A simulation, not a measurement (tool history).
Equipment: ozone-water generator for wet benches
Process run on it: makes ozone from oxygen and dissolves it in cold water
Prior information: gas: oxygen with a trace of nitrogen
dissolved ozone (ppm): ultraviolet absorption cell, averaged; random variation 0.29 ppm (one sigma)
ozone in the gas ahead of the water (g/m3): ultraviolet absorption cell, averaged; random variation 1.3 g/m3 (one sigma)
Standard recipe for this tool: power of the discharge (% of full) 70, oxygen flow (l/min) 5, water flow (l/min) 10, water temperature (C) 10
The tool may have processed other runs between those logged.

run,hour,power of the discharge (% of full),oxygen flow (l/min),water flow (l/min),water temperature (C),dissolved ozone (ppm),ozone in the gas ahead of the water (g/m3)
1,0,70,5,10,10,44.3,233
2,41.5,70,5,10,10,44.6,231.3
3,91.8,70,5,10,10,44.5,233.2
4,155.8,70,5,10,14,41.3,233.3
5,221,70,5,10,14,41.3,233.3
6,310.9,70,5,10,14,40.7,230.6
7,386.5,70,5,10,14,41.7,233
8,433.8,70,5,16,10,29.9,232.8
9,474.4,70,5,10,10,44.1,234.4
10,545,70,5,10,10,43.9,233.4
11,602.1,70,5,10,5,48,231.4
12,671.2,70,5,10,5,48,233.7
13,722.8,70,5,10,5,47.8,231.2
14,808.4,70,5,10,5,47.5,229.6
15,872,70,5,10,5,48.2,230.5
16,925.7,70,5,10,5,47.6,232.4
17,989.1,70,5,10,5,48.3,232.7
18,1061.2,78,5,10,5,50.5,244.6
19,1129.2,70,5.7,15,6,33.3,214.5
20,1222.5,70,5,9,14,43.5,233.7
21,1304.2,70,5,9,14,43.6,231.6
22,1350.2,70,5,12,10,37.7,231.5
23,1397.2,70,5,12,10,38.1,231.2
24,1457.3,44,7.22,6,14,38,147.6
25,1542.8,60,3.31,6,5,65.4,270.6
26,1605.9,67,7.15,9,8,44.4,181.6
27,1653,75,2.61,15,8,32.6,352.1
28,1742.3,90,8.77,11,11,40.8,187.3
29,1786.6,96,3.19,9,11,56.3,352.7
30,1864.9,54,3.19,9,9,43.3,264.1
31,1960.1,55,3.11,9,9,44,269.4
32,2037,87,3.12,8,8,61.3,340.7
33,2108.1,87,3.12,8,8,61,337.9

Not shown: 1 entry that the log had between the listed runs. Between which runs, and how does the tool's hidden state differ before and after?
Run 3 -> run 4: water thermometer calibrated (hour 135.6)
  yield of the discharge, % of new electrodes': 98 -> 97.9; true water temperature over the reading, C: 0.14 -> -0.1
  measured value less the no-hidden-state value, dissolved ozone (ppm): -1.8 -> -1.6; ozone in the gas ahead of the water (g/m3): -4.8 -> -5
